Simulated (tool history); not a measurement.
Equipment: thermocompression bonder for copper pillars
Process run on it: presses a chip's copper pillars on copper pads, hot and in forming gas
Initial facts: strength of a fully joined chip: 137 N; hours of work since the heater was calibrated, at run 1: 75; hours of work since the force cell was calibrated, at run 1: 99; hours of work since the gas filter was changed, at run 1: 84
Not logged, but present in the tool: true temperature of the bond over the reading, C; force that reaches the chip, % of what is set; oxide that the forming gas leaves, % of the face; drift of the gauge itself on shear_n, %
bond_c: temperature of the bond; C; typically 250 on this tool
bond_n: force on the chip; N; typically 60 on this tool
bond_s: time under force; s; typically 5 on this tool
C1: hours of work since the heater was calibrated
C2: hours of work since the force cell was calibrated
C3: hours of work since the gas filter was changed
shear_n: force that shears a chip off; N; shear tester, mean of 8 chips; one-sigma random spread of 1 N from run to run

Run 1, day 0.000: usual settings; C1 75; C2 99; C3 84. Result: shear_n 89.1 N.
Run 2, day 0.467: usual settings; C1 81; C2 105; C3 90. Result: shear_n 84.9 N.
Run 3, day 0.729: usual settings; C1 84; C2 108; C3 93. Result: shear_n 88.8 N.
Run 4, day 0.925: usual settings but bond_s 3 s; C1 86; C2 110; C3 96. Result: shear_n 74.2 N.
Run 5, day 1.204: usual settings but bond_s 3 s; C1 90; C2 114; C3 99. Result: shear_n 74.1 N.
Run 6, day 1.421: usual settings but bond_s 3 s; C1 92; C2 116; C3 101. Result: shear_n 72.2 N.
Run 7, day 1.767: usual settings; C1 96; C2 121; C3 106. Result: shear_n 85.2 N.
Run 8, day 2.204: usual settings; C1 102; C2 126; C3 111. Result: shear_n 85.3 N.
Run 9, day 2.433: usual settings; C1 104; C2 129; C3 114. Result: shear_n 85.8 N.
Run 10, day 2.879: usual settings; C1 110; C2 134; C3 119. Result: shear_n 87.2 N.
Run 11, day 3.204: usual settings; C1 114; C2 138; C3 123. Result: shear_n 86.4 N.
Run 12, day 3.592: usual settings; C1 118; C2 143; C3 128. Result: shear_n 85.1 N.
At day 3.692: force cell calibrated.
Run 13, day 3.933: usual settings; C1 122; C2 3; C3 131. Result: shear_n 85.6 N.
Run 14, day 4.133: usual settings but bond_s 3 s; C1 124; C2 5; C3 133. Result: shear_n 73.8 N.
Run 15, day 4.583: usual settings but bond_c 260 C, bond_n 77 N, bond_s 3 s; C1 130; C2 11; C3 139. Result: shear_n 95.5 N.
Run 16, day 4.871: usual settings but bond_c 271 C, bond_n 47 N; C1 133; C2 14; C3 142. Result: shear_n 83.2 N.
Run 17, day 5.238: usual settings but bond_c 229 C, bond_s 7 s; C1 137; C2 19; C3 147. Result: shear_n 79.5 N.
Run 18, day 5.579: usual settings but bond_c 243 C, bond_n 88 N, bond_s 13 s; C1 142; C2 23; C3 151. Result: shear_n 121.4 N.
Run 19, day 5.783: usual settings but bond_c 235 C, bond_n 38 N, bond_s 8 s; C1 144; C2 25; C3 153. Result: shear_n 60.1 N.
Run 20, day 5.996: usual settings but bond_c 222 C, bond_n 53 N, bond_s 8 s; C1 147; C2 28; C3 156. Result: shear_n 69.5 N.
Run 21, day 6.254: usual settings but bond_c 262 C, bond_n 75 N, bond_s 12 s; C1 150; C2 31; C3 159. Result: shear_n 120.5 N.
At day 6.396: force cell calibrated, once more.
Run 22, day 6.600: usual settings but bond_c 233 C, bond_n 75 N, bond_s 12 s; C1 153; C2 2; C3 162. Result: shear_n 108.0 N.
Run 23, day 6.879: usual settings but bond_c 268 C, bond_n 61 N; C1 156; C2 6; C3 166. Result: shear_n 99.7 N.
Run 24, day 7.192: usual settings but bond_c 220 C, bond_n 61 N; C1 160; C2 10; C3 170. Result: shear_n 64.7 N.
Run 25, day 7.575: usual settings but bond_c 271 C, bond_n 47 N; C1 165; C2 14; C3 174. Result: shear_n 82.2 N.

What differs in the tool's unlogged condition from the final listed run ahead of each entry between runs to the first listed run following it?
After run 12, before run 13: force cell calibrated (day 3.692)
  force that reaches the chip, % of what is set: 98.8 -> 98.4; oxide that the forming gas leaves, % of the face: 2.23 -> 2.28
  measured minus no-state result, shear_n: -3.3 -> -3.7 N
After run 21, before run 22: force cell calibrated, once more (day 6.396)
  force that reaches the chip, % of what is set: 98.2 -> 99.5; oxide that the forming gas leaves, % of the face: 2.62 -> 2.66
  measured minus no-state result, shear_n: -3.8 -> -3.7 N

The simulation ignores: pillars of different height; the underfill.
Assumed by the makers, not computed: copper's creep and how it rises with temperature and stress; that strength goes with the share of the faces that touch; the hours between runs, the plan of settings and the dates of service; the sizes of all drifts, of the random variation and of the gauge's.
